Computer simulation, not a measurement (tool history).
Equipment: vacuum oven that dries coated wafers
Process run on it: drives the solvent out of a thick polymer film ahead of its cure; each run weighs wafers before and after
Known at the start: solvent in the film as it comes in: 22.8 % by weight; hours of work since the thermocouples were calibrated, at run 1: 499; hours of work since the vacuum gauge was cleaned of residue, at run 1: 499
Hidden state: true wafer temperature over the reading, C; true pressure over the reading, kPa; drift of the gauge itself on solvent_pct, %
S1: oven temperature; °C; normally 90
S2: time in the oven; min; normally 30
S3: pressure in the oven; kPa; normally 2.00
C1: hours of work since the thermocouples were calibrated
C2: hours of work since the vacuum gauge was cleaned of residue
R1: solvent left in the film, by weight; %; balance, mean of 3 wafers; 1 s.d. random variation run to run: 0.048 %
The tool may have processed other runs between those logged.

{"run": 1, "day": 0.0, "S1": 90, "S2": 30, "S3": 2.0, "C1": 499, "C2": 499, "R1": 1.55}
{"run": 2, "day": 1.025, "S1": 90, "S2": 30, "S3": 1.98, "C1": 511, "C2": 511, "R1": 1.48}
{"run": 3, "day": 2.008, "S1": 90, "S2": 30, "S3": 1.98, "C1": 523, "C2": 523, "R1": 1.51}
{"run": 4, "day": 2.758, "S1": 90, "S2": 30, "S3": 1.98, "C1": 533, "C2": 533, "R1": 1.55}
{"run": 5, "day": 3.958, "S1": 90, "S2": 30, "S3": 2.0, "C1": 547, "C2": 547, "R1": 1.47}
{"run": 6, "day": 5.071, "S1": 90, "S2": 30, "S3": 2.0, "C1": 561, "C2": 561, "R1": 1.51}
{"run": 7, "day": 5.712, "S1": 90, "S2": 30, "S3": 2.0, "C1": 569, "C2": 569, "R1": 1.53}
{"run": 8, "day": 6.875, "S1": 90, "S2": 30, "S3": 2.0, "C1": 583, "C2": 583, "R1": 1.43}
{"run": 9, "day": 8.125, "S1": 90, "S2": 30, "S3": 2.0, "C1": 599, "C2": 599, "R1": 1.55}
{"run": 10, "day": 9.6, "S1": 90, "S2": 30, "S3": 2.0, "C1": 617, "C2": 617, "R1": 1.47}
{"run": 11, "day": 10.904, "S1": 90, "S2": 21, "S3": 2.0, "C1": 633, "C2": 633, "R1": 2.47}
{"run": 12, "day": 12.45, "S1": 90, "S2": 30, "S3": 4.51, "C1": 652, "C2": 652, "R1": 2.78}
{"run": 13, "day": 13.729, "S1": 90, "S2": 28, "S3": 2.0, "C1": 668, "C2": 668, "R1": 1.66}
{"run": 14, "day": 14.638, "S1": 89, "S2": 30, "S3": 6.04, "C1": 679, "C2": 679, "R1": 3.66}
{"run": 15, "day": 15.721, "S1": 90, "S2": 29, "S3": 2.0, "C1": 692, "C2": 692, "R1": 1.65}
{"run": 16, "day": 17.154, "S1": 90, "S2": 40, "S3": 5.51, "C1": 710, "C2": 710, "R1": 2.83}
{"run": 17, "day": 17.858, "S1": 90, "S2": 40, "S3": 5.51, "C1": 719, "C2": 719, "R1": 2.77}

Here are 5 independent what-if runs from the current tool condition. What would each one return?
{"run": "A", "day": 19.125, "S1": 83, "S2": 30, "S3": 2.0, "C1": 734, "C2": 734, "R1": "?"}
{"run": "B", "day": 19.125, "S1": 89, "S2": 15, "S3": 2.69, "C1": 734, "C2": 734, "R1": "?"}
{"run": "C", "day": 19.125, "S1": 90, "S2": 30, "S3": 4.38, "C1": 734, "C2": 734, "R1": "?"}
{"run": "D", "day": 19.125, "S1": 87, "S2": 20, "S3": 2.0, "C1": 734, "C2": 734, "R1": "?"}
{"run": "E", "day": 19.125, "S1": 97, "S2": 30, "S3": 1.44, "C1": 734, "C2": 734, "R1": "?"}

run=A R1=2.86
run=B R1=4.45
run=C R1=2.58
run=D R1=3.27
run=E R1=0.75
Take away the tool's hidden state, keep each run's random variation, and the runs would have read:
run=A R1=3.10
run=B R1=4.81
run=C R1=2.74
run=D R1=3.58
run=E R1=0.76
